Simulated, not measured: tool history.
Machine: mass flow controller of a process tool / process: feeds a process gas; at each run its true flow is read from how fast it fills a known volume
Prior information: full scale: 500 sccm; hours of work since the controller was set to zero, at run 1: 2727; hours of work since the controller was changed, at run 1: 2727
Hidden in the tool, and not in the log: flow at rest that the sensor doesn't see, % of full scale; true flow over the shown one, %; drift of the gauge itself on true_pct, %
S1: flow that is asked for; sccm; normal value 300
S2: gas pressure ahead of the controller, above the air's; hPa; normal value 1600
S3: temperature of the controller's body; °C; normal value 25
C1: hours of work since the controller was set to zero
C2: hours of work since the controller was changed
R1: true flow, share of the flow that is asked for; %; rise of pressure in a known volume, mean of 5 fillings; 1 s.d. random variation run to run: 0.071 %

{"run": 1, "day": 0.0, "S1": 300, "S2": 1600, "S3": 25, "C1": 2727, "C2": 2727, "R1": 97.88}
{"run": 2, "day": 3.346, "S1": 300, "S2": 1600, "S3": 25, "C1": 2765, "C2": 2765, "R1": 97.7}
{"run": 3, "day": 8.512, "S1": 300, "S2": 1600, "S3": 25, "C1": 2823, "C2": 2823, "R1": 97.72}
{"run": 4, "day": 13.458, "S1": 300, "S2": 1600, "S3": 25, "C1": 2879, "C2": 2879, "R1": 97.74}
{"run": 5, "day": 16.5, "S1": 300, "S2": 1600, "S3": 25, "C1": 2913, "C2": 2913, "R1": 97.65}
{"run": 6, "day": 19.121, "S1": 300, "S2": 1600, "S3": 25, "C1": 2942, "C2": 2942, "R1": 97.66}
{"run": 7, "day": 23.262, "S1": 300, "S2": 1600, "S3": 25, "C1": 2989, "C2": 2989, "R1": 97.69}
{"run": 8, "day": 29.212, "S1": 300, "S2": 1600, "S3": 25, "C1": 3055, "C2": 3055, "R1": 97.55}
{"run": 9, "day": 34.675, "S1": 366, "S2": 1600, "S3": 25, "C1": 3117, "C2": 3117, "R1": 97.75}
{"run": 10, "day": 39.433, "S1": 300, "S2": 1600, "S3": 25, "C1": 3170, "C2": 3170, "R1": 97.35}
{"run": 11, "day": 43.667, "S1": 300, "S2": 1600, "S3": 25, "C1": 3218, "C2": 3218, "R1": 97.49}
{"day": 44.212, "done": "controller's zero set anew"}
{"run": 12, "day": 47.979, "S1": 300, "S2": 1600, "S3": 25, "C1": 42, "C2": 3266, "R1": 97.2}
{"run": 13, "day": 53.171, "S1": 162, "S2": 1600, "S3": 25, "C1": 101, "C2": 3324, "R1": 95.95}
{"run": 14, "day": 55.85, "S1": 68, "S2": 1450, "S3": 25, "C1": 131, "C2": 3354, "R1": 91.87}
{"run": 15, "day": 59.446, "S1": 118, "S2": 1470, "S3": 29, "C1": 171, "C2": 3395, "R1": 95.01}
{"day": 60.392, "done": "controller's zero set anew, once more"}
{"run": 16, "day": 64.75, "S1": 300, "S2": 2300, "S3": 21, "C1": 49, "C2": 3454, "R1": 98.49}
{"run": 17, "day": 70.792, "S1": 60, "S2": 2290, "S3": 24, "C1": 117, "C2": 3522, "R1": 98.33}
{"run": 18, "day": 74.158, "S1": 304, "S2": 2240, "S3": 28, "C1": 155, "C2": 3560, "R1": 98.88}
{"run": 19, "day": 76.792, "S1": 304, "S2": 1470, "S3": 35, "C1": 184, "C2": 3589, "R1": 99.18}
{"run": 20, "day": 82.1, "S1": 54, "S2": 2440, "S3": 24, "C1": 244, "C2": 3649, "R1": 97.93}
{"run": 21, "day": 88.246, "S1": 72, "S2": 1540, "S3": 24, "C1": 313, "C2": 3718, "R1": 97.73}
{"run": 22, "day": 94.671, "S1": 72, "S2": 1540, "S3": 24, "C1": 385, "C2": 3790, "R1": 97.56}
{"run": 23, "day": 98.388, "S1": 66, "S2": 1890, "S3": 23, "C1": 427, "C2": 3832, "R1": 97.57}
{"run": 24, "day": 101.879, "S1": 300, "S2": 1770, "S3": 25, "C1": 466, "C2": 3871, "R1": 98.38}
{"run": 25, "day": 108.242, "S1": 300, "S2": 1740, "S3": 29, "C1": 537, "C2": 3943, "R1": 98.61}

Consider 3 possible next runs. They are alternatives, not a sequence: every one starts from the tool as it was left by run 25. What does each give?
{"run": "A", "day": 113.192, "S1": 58, "S2": 1740, "S3": 29, "C1": 593, "C2": 3998, "R1": "?"}
{"run": "B", "day": 113.192, "S1": 341, "S2": 1980, "S3": 33, "C1": 593, "C2": 3998, "R1": "?"}
{"run": "C", "day": 113.192, "S1": 300, "S2": 1900, "S3": 29, "C1": 593, "C2": 3998, "R1": "?"}

run=A R1=97.39
run=B R1=99.07
run=C R1=98.68
Without the tool's unlogged condition, the same runs would have read:
run=A R1=99.85
run=B R1=100.55
run=C R1=100.19
